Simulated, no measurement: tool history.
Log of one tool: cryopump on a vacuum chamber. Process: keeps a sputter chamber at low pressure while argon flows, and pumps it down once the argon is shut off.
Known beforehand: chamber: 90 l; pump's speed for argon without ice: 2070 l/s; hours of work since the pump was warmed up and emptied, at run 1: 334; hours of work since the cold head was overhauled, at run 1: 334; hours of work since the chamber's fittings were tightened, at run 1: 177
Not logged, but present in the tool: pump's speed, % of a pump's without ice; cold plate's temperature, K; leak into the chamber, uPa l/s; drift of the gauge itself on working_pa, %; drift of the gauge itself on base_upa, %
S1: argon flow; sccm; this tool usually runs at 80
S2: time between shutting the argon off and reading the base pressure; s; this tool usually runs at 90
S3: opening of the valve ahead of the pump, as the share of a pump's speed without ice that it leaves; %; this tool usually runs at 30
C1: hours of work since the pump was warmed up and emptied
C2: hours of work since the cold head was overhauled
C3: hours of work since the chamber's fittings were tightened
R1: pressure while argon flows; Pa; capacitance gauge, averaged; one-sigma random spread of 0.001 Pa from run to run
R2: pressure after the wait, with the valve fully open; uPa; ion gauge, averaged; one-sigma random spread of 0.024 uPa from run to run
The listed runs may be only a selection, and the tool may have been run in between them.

run,hour,S1,S2,S3,C1,C2,C3,R1,R2
1,0,80,90,30,334,334,177,0.2282,1
2,14,80,27,30,343,343,187,0.2301,2.77
3,22.3,80,27,30,349,349,192,0.2296,2.74
4,33.1,80,90,58,356,356,199,0.1244,1.06
5,44.6,80,90,58,363,363,206,0.1255,1.07
6,56.8,80,90,58,371,371,214,0.1251,1.03
7,69.3,80,90,58,379,379,222,0.1264,1.05
8,78.2,80,90,58,385,385,228,0.1254,1.05
9,92.3,80,90,30,394,394,237,0.2311,1.1
10,105.1,48,90,30,403,403,246,0.1384,1.09
11,113.4,48,90,30,408,408,251,0.1383,1.08
12,124,80,90,30,415,415,258,0.2329,1.14
13,138.2,80,90,30,424,424,267,0.2328,1.1
14,150,80,90,30,432,432,275,0.2316,1.11
15,166.1,80,90,24,442,442,285,0.2834,1.09
16,179.9,80,42,24,451,451,294,0.2883,1.98
17,189.7,80,42,24,458,458,301,0.2874,1.99
18,197.5,55,60,24,463,463,306,0.1982,1.53
19,212.9,55,60,24,473,473,316,0.1982,1.58
20,221.6,55,60,24,478,478,321,0.1977,1.51
21,237.4,55,60,24,489,489,332,0.2001,1.53
22,248.9,55,60,24,496,496,339,0.1997,1.56
23,258.9,80,29,30,503,503,346,0.2354,2.94
24,269.2,80,48,30,509,509,352,0.2359,1.8
25,285.5,80,48,30,520,520,363,0.2351,1.83
26,299.1,80,48,30,529,529,372,0.2352,1.87
27,313.3,33,79,30,538,538,381,0.0978,1.36
28,322.2,33,79,30,544,544,387,0.0976,1.28
29,334.1,65,90,30,552,552,395,0.194,1.23
30,347.9,75,90,56,560,560,404,0.1285,1.24
31,362.3,75,90,56,570,570,413,0.1292,1.24

Alternative continuations, all from the tool just after run 31; predict every row:
A,376.5,39,90,52,579,579,422,?,?
B,376.5,80,56,30,579,579,422,?,?
C,376.5,57,90,56,579,579,422,?,?
D,376.5,49,90,30,579,579,422,?,?

run,R1,R2
A,0.0717,1.24
B,0.2376,1.68
C,0.0985,1.27
D,0.1455,1.25
With the hidden condition removed and each run's random variation left untouched, the same runs would have given:
run,R1,R2
A,0.0616,0.87
B,0.2169,1.3
C,0.0837,0.89
D,0.1329,0.88
